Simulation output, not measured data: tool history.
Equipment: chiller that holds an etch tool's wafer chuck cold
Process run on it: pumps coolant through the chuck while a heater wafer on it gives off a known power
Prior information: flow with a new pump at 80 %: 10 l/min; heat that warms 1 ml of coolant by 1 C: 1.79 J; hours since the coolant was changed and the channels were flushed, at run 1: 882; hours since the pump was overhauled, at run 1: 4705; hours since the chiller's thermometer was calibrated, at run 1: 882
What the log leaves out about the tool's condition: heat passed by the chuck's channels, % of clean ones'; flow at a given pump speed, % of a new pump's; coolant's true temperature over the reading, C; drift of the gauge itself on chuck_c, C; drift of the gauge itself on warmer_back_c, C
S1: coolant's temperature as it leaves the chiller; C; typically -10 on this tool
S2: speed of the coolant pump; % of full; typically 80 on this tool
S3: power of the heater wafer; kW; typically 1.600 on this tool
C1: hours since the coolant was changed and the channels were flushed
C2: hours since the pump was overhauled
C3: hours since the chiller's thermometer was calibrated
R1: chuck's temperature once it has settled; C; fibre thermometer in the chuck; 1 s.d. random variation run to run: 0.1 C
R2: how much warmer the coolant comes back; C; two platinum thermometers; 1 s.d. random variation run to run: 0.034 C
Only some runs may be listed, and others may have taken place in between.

run 1 hour=0.0 | S1=-10 S2=80 S3=1.600 | C1=882 C2=4705 C3=882 | R1=2.0 R2=6.09
run 2 hour=133.2 | S1=-10 S2=80 S3=1.600 | C1=1016 C2=4838 C3=1016 | R1=2.0 R2=6.22
run 3 hour=221.8 | S1=-10 S2=80 S3=1.600 | C1=1104 C2=4926 C3=1104 | R1=2.2 R2=6.21
run 4 hour=416.7 | S1=-10 S2=80 S3=1.600 | C1=1299 C2=5121 C3=1299 | R1=2.1 R2=6.18
run 5 hour=611.9 | S1=-5 S2=80 S3=1.600 | C1=1494 C2=5316 C3=1494 | R1=7.5 R2=6.30
run 6 hour=736.7 | S1=-5 S2=80 S3=1.600 | C1=1619 C2=5441 C3=1619 | R1=7.3 R2=6.29
run 7 hour=853.1 | S1=-10 S2=80 S3=1.600 | C1=1736 C2=5558 C3=1736 | R1=2.7 R2=6.30
run 8 hour=1023.3 | S1=-10 S2=80 S3=1.600 | C1=1906 C2=5728 C3=1906 | R1=2.5 R2=6.38
run 9 hour=1228.6 | S1=-10 S2=64 S3=1.600 | C1=2111 C2=5933 C3=2111 | R1=4.6 R2=8.19
-- hour=1291.1 coolant pump overhauled
run 10 hour=1402.6 | S1=-10 S2=64 S3=1.600 | C1=2280 C2=112 C3=2280 | R1=3.2 R2=6.82
run 11 hour=1534.5 | S1=-10 S2=80 S3=1.127 | C1=2412 C2=243 C3=2412 | R1=-2.2 R2=3.81
run 12 hour=1630.2 | S1=-10 S2=80 S3=1.127 | C1=2508 C2=339 C3=2508 | R1=-2.0 R2=3.78
run 13 hour=1753.1 | S1=-10 S2=80 S3=1.127 | C1=2631 C2=462 C3=2631 | R1=-2.1 R2=3.80
run 14 hour=1929.6 | S1=-10 S2=80 S3=1.127 | C1=2807 C2=638 C3=2807 | R1=-2.0 R2=3.82
run 15 hour=2105.7 | S1=-10 S2=80 S3=1.600 | C1=2983 C2=815 C3=2983 | R1=1.3 R2=5.44
-- hour=2233.3 chiller's thermometer calibrated
run 16 hour=2233.3 | S1=-10 S2=80 S3=1.600 | C1=3110 C2=941 C3=0 | R1=1.6 R2=5.47
run 17 hour=2355.0 | S1=-10 S2=80 S3=1.600 | C1=3231 C2=1063 C3=122 | R1=1.7 R2=5.47
run 18 hour=2457.5 | S1=-19 S2=80 S3=0.970 | C1=3334 C2=1165 C3=224 | R1=-12.4 R2=3.29
run 19 hour=2590.6 | S1=-7 S2=100 S3=1.038 | C1=3467 C2=1298 C3=357 | R1=-0.7 R2=2.79
run 20 hour=2790.7 | S1=-4 S2=80 S3=1.170 | C1=3667 C2=1499 C3=557 | R1=4.3 R2=4.13
run 21 hour=2942.7 | S1=-7 S2=88 S3=1.596 | C1=3819 C2=1651 C3=709 | R1=3.9 R2=4.98
-- hour=3095.6 chiller's thermometer calibrated, once more
run 22 hour=3105.6 | S1=-1 S2=80 S3=1.991 | C1=3981 C2=1812 C3=10 | R1=14.4 R2=7.04
run 23 hour=3216.0 | S1=-12 S2=73 S3=1.082 | C1=4091 C2=1923 C3=120 | R1=-3.1 R2=4.18
run 24 hour=3303.8 | S1=-1 S2=68 S3=1.600 | C1=4179 C2=2011 C3=208 | R1=13.0 R2=6.73
run 25 hour=3504.3 | S1=-10 S2=69 S3=1.812 | C1=4380 C2=2211 C3=409 | R1=5.6 R2=7.60
run 26 hour=3660.4 | S1=-12 S2=72 S3=1.074 | C1=4536 C2=2367 C3=565 | R1=-3.0 R2=4.29
run 27 hour=3773.5 | S1=-12 S2=72 S3=1.074 | C1=4649 C2=2480 C3=678 | R1=-2.8 R2=4.31
run 28 hour=3869.0 | S1=-12 S2=72 S3=1.074 | C1=4744 C2=2576 C3=773 | R1=-2.8 R2=4.35
-- hour=3938.7 coolant changed, channels flushed
run 29 hour=4034.9 | S1=-11 S2=80 S3=2.319 | C1=96 C2=2736 C3=933 | R1=5.3 R2=8.30
run 30 hour=4200.3 | S1=-11 S2=80 S3=2.319 | C1=262 C2=2901 C3=1099 | R1=5.6 R2=8.35
run 31 hour=4311.8 | S1=-11 S2=96 S3=0.871 | C1=373 C2=3013 C3=1210 | R1=-5.8 R2=2.55
run 32 hour=4450.6 | S1=-12 S2=99 S3=0.980 | C1=512 C2=3152 C3=1349 | R1=-6.1 R2=2.89
run 33 hour=4615.5 | S1=-12 S2=99 S3=0.980 | C1=677 C2=3316 C3=1514 | R1=-6.0 R2=2.86

Table of differences, measured result less the result of that run with no hidden state. Run-to-run variation is the same in both. Gauge scatter possibly is not:
run=1 R1=+1.2 R2=+0.74
run=2 R1=+1.2 R2=+0.78
run=3 R1=+1.3 R2=+0.79
run=4 R1=+1.3 R2=+0.83
run=5 R1=+1.5 R2=+0.87
run=6 R1=+1.5 R2=+0.90
run=7 R1=+1.5 R2=+0.92
run=8 R1=+1.5 R2=+0.96
run=9 R1=+2.0 R2=+1.27
run=10 R1=+0.4 R2=-0.03
run=11 R1=+0.2 R2=+0.00
run=12 R1=+0.3 R2=+0.00
run=13 R1=+0.3 R2=+0.02
run=14 R1=+0.2 R2=+0.04
run=15 R1=+0.6 R2=+0.08
run=16 R1=+0.5 R2=+0.11
run=17 R1=+0.6 R2=+0.13
run=18 R1=+0.1 R2=+0.09
run=19 R1=+0.2 R2=+0.08
run=20 R1=+0.4 R2=+0.14
run=21 R1=+0.7 R2=+0.20
run=22 R1=+1.9 R2=+0.31
run=23 R1=+1.1 R2=+0.20
run=24 R1=+1.7 R2=+0.34
run=25 R1=+2.1 R2=+0.42
run=26 R1=+1.2 R2=+0.25
run=27 R1=+1.3 R2=+0.27
run=28 R1=+1.3 R2=+0.28
run=29 R1=+0.7 R2=+0.58
run=30 R1=+0.8 R2=+0.63
run=31 R1=+0.1 R2=+0.20
run=32 R1=+0.2 R2=+0.23
run=33 R1=+0.2 R2=+0.25
